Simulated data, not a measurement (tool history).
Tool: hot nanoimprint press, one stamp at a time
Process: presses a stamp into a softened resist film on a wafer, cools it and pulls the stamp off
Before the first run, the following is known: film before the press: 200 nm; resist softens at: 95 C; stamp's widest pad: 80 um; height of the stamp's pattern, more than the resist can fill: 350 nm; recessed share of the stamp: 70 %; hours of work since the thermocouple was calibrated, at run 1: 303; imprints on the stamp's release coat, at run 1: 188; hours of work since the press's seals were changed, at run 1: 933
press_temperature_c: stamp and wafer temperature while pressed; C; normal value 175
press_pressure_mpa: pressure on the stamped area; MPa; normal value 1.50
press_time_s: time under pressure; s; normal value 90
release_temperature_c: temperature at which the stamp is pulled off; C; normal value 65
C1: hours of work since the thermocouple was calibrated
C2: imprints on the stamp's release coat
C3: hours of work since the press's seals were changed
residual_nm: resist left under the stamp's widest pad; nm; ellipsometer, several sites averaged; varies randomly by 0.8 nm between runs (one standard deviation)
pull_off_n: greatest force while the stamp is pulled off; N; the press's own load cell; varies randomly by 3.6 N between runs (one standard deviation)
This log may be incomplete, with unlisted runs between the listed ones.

{"run": 1, "hour": 0.0, "press_temperature_c": 175, "press_pressure_mpa": 1.5, "press_time_s": 90, "release_temperature_c": 65, "C1": 303, "C2": 188, "C3": 933, "residual_nm": 101.7, "pull_off_n": 173}
{"hour": 66.5, "done": "press's hydraulic seals changed and the load cell set to zero"}
{"run": 2, "hour": 97.8, "press_temperature_c": 175, "press_pressure_mpa": 1.5, "press_time_s": 90, "release_temperature_c": 65, "C1": 374, "C2": 518, "C3": 25, "residual_nm": 100.3, "pull_off_n": 190}
{"run": 3, "hour": 196.4, "press_temperature_c": 175, "press_pressure_mpa": 1.24, "press_time_s": 90, "release_temperature_c": 65, "C1": 453, "C2": 880, "C3": 103, "residual_nm": 107.2, "pull_off_n": 205}
{"hour": 227.5, "done": "stamp cleaned and given a new release coat"}
{"hour": 272.9, "done": "plate thermocouple calibrated"}
{"run": 4, "hour": 286.5, "press_temperature_c": 175, "press_pressure_mpa": 1.24, "press_time_s": 90, "release_temperature_c": 65, "C1": 11, "C2": 206, "C3": 168, "residual_nm": 101.7, "pull_off_n": 166}
{"run": 5, "hour": 370.9, "press_temperature_c": 175, "press_pressure_mpa": 1.24, "press_time_s": 90, "release_temperature_c": 65, "C1": 78, "C2": 515, "C3": 235, "residual_nm": 100.1, "pull_off_n": 178}
{"run": 6, "hour": 433.4, "press_temperature_c": 175, "press_pressure_mpa": 1.5, "press_time_s": 90, "release_temperature_c": 65, "C1": 128, "C2": 745, "C3": 284, "residual_nm": 91.9, "pull_off_n": 189}
{"run": 7, "hour": 493.2, "press_temperature_c": 175, "press_pressure_mpa": 1.5, "press_time_s": 90, "release_temperature_c": 65, "C1": 175, "C2": 964, "C3": 332, "residual_nm": 91.9, "pull_off_n": 197}
{"hour": 507.9, "done": "stamp cleaned and given a new release coat"}
{"run": 8, "hour": 573.8, "press_temperature_c": 175, "press_pressure_mpa": 1.5, "press_time_s": 90, "release_temperature_c": 65, "C1": 234, "C2": 242, "C3": 391, "residual_nm": 92.3, "pull_off_n": 160}
{"run": 9, "hour": 673.3, "press_temperature_c": 175, "press_pressure_mpa": 1.5, "press_time_s": 90, "release_temperature_c": 65, "C1": 313, "C2": 608, "C3": 470, "residual_nm": 90.4, "pull_off_n": 175}
{"run": 10, "hour": 734.2, "press_temperature_c": 175, "press_pressure_mpa": 1.5, "press_time_s": 90, "release_temperature_c": 65, "C1": 362, "C2": 831, "C3": 519, "residual_nm": 90.2, "pull_off_n": 187}
{"hour": 777.9, "done": "stamp cleaned and given a new release coat"}
{"run": 11, "hour": 782.8, "press_temperature_c": 175, "press_pressure_mpa": 1.08, "press_time_s": 90, "release_temperature_c": 65, "C1": 396, "C2": 17, "C3": 552, "residual_nm": 102.4, "pull_off_n": 155}
{"hour": 802.7, "done": "plate thermocouple calibrated, once more"}
{"run": 12, "hour": 845.4, "press_temperature_c": 171, "press_pressure_mpa": 1.5, "press_time_s": 90, "release_temperature_c": 65, "C1": 34, "C2": 236, "C3": 600, "residual_nm": 117.7, "pull_off_n": 179}
{"run": 13, "hour": 893.8, "press_temperature_c": 175, "press_pressure_mpa": 1.5, "press_time_s": 90, "release_temperature_c": 71, "C1": 72, "C2": 414, "C3": 638, "residual_nm": 105.1, "pull_off_n": 162}
{"run": 14, "hour": 942.6, "press_temperature_c": 175, "press_pressure_mpa": 1.5, "press_time_s": 90, "release_temperature_c": 71, "C1": 111, "C2": 593, "C3": 677, "residual_nm": 103.9, "pull_off_n": 169}

Run 15, settings as shown, results not yet in. Your forecast:
{"run": 15, "hour": 1028.9, "press_temperature_c": 175, "press_pressure_mpa": 1.5, "press_time_s": 90, "release_temperature_c": 71, "C1": 180, "C2": 910, "C3": 746, "residual_nm": "?", "pull_off_n": "?"}

{"run 15": {"residual_nm": 104.1, "pull_off_n": 191}}
Minus the tool's unlogged condition, the same run would have read residual_nm 105.0 nm, pull_off_n 155 N.

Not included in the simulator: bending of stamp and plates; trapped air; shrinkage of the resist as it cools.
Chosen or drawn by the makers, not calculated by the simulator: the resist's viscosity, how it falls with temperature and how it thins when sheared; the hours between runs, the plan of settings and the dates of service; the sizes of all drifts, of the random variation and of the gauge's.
